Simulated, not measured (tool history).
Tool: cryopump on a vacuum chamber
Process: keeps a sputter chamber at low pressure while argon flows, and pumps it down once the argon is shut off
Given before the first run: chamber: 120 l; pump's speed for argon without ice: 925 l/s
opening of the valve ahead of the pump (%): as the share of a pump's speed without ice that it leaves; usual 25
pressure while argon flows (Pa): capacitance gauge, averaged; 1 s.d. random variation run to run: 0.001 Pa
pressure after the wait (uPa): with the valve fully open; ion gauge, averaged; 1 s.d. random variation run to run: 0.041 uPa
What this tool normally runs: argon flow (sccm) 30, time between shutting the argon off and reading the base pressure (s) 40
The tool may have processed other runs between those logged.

| run | hour | argon flow (sccm) | time between shutting the argon off and reading the base pressure (s) | opening of the valve ahead of the pump (%) | pressure while argon flows (Pa) | pressure after the wait (uPa) |
|---|---|---|---|---|---|---|
| 1 | 0.0 | 30 | 40 | 25 | 0.2198 | 2.69 |
| 2 | 24.1 | 30 | 40 | 25 | 0.2200 | 2.75 |
| 3 | 50.3 | 30 | 40 | 25 | 0.2198 | 2.79 |
| 4 | 64.3 | 30 | 40 | 25 | 0.2206 | 2.69 |
| 5 | 84.8 | 30 | 40 | 25 | 0.2216 | 2.71 |
| 6 | 95.7 | 30 | 40 | 25 | 0.2199 | 2.68 |
| 7 | 118.3 | 30 | 40 | 25 | 0.2224 | 2.82 |
| 8 | 142.8 | 30 | 40 | 25 | 0.2205 | 2.72 |
| 9 | 163.8 | 30 | 40 | 25 | 0.2207 | 2.81 |
| 10 | 176.0 | 30 | 40 | 25 | 0.2206 | 2.74 |
| 11 | 195.6 | 30 | 40 | 25 | 0.2211 | 2.83 |
| 12 | 211.0 | 30 | 40 | 25 | 0.2219 | 2.79 |
| 13 | 232.4 | 30 | 40 | 25 | 0.2208 | 2.83 |
| 14 | 254.3 | 30 | 40 | 25 | 0.2194 | 2.77 |
| 15 | 274.5 | 20 | 40 | 25 | 0.1480 | 2.81 |
| 16 | 298.1 | 20 | 40 | 25 | 0.1475 | 2.77 |
| 17 | 312.7 | 20 | 40 | 20 | 0.1839 | 2.82 |
| 18 | 326.4 | 35 | 23 | 45 | 0.1459 | 4.42 |
| 19 | 349.4 | 35 | 149 | 19 | 0.3412 | 1.32 |
| 20 | 366.8 | 43 | 112 | 46 | 0.1743 | 1.48 |
| 21 | 393.1 | 19 | 162 | 31 | 0.1154 | 1.31 |
| 22 | 406.8 | 27 | 157 | 25 | 0.2018 | 1.39 |
| 23 | 426.3 | 30 | 26 | 44 | 0.1282 | 3.98 |
| 24 | 450.8 | 19 | 151 | 32 | 0.1110 | 1.38 |
| 25 | 476.6 | 19 | 117 | 16 | 0.2199 | 1.55 |
| 26 | 494.4 | 19 | 25 | 20 | 0.1761 | 4.16 |
| 27 | 516.1 | 30 | 102 | 25 | 0.2236 | 1.68 |
| 28 | 540.0 | 30 | 168 | 23 | 0.2421 | 1.40 |
| 29 | 553.6 | 35 | 73 | 25 | 0.2637 | 2.03 |
| 30 | 567.6 | 42 | 37 | 19 | 0.4113 | 3.09 |
| 31 | 588.8 | 16 | 115 | 19 | 0.1575 | 1.61 |
| 32 | 599.8 | 15 | 23 | 24 | 0.1162 | 4.59 |
| 33 | 614.9 | 15 | 23 | 24 | 0.1178 | 4.55 |
| 34 | 627.0 | 25 | 40 | 24 | 0.1948 | 3.00 |

Each row is a separate what-if for the run after 34, all from the same tool condition, not one after another. Results?
| A | 643.4 | 25 | 40 | 35 | ? | ? |
| B | 643.4 | 43 | 198 | 29 | ? | ? |
| C | 643.4 | 14 | 53 | 25 | ? | ? |
| D | 643.4 | 56 | 45 | 27 | ? | ? |
| E | 643.4 | 25 | 40 | 39 | ? | ? |

| run | pressure while argon flows (Pa) | pressure after the wait (uPa) |
|---|---|---|
| A | 0.1354 | 2.94 |
| B | 0.2795 | 1.34 |
| C | 0.1054 | 2.56 |
| D | 0.3918 | 2.77 |
| E | 0.1227 | 3.02 |
Had the tool no hidden state, the same runs would have come out as:
| run | pressure while argon flows (Pa) | pressure after the wait (uPa) |
|---|---|---|
| A | 0.1304 | 2.36 |
| B | 0.2710 | 0.75 |
| C | 0.1026 | 1.96 |
| D | 0.3807 | 2.18 |
| E | 0.1178 | 2.44 |

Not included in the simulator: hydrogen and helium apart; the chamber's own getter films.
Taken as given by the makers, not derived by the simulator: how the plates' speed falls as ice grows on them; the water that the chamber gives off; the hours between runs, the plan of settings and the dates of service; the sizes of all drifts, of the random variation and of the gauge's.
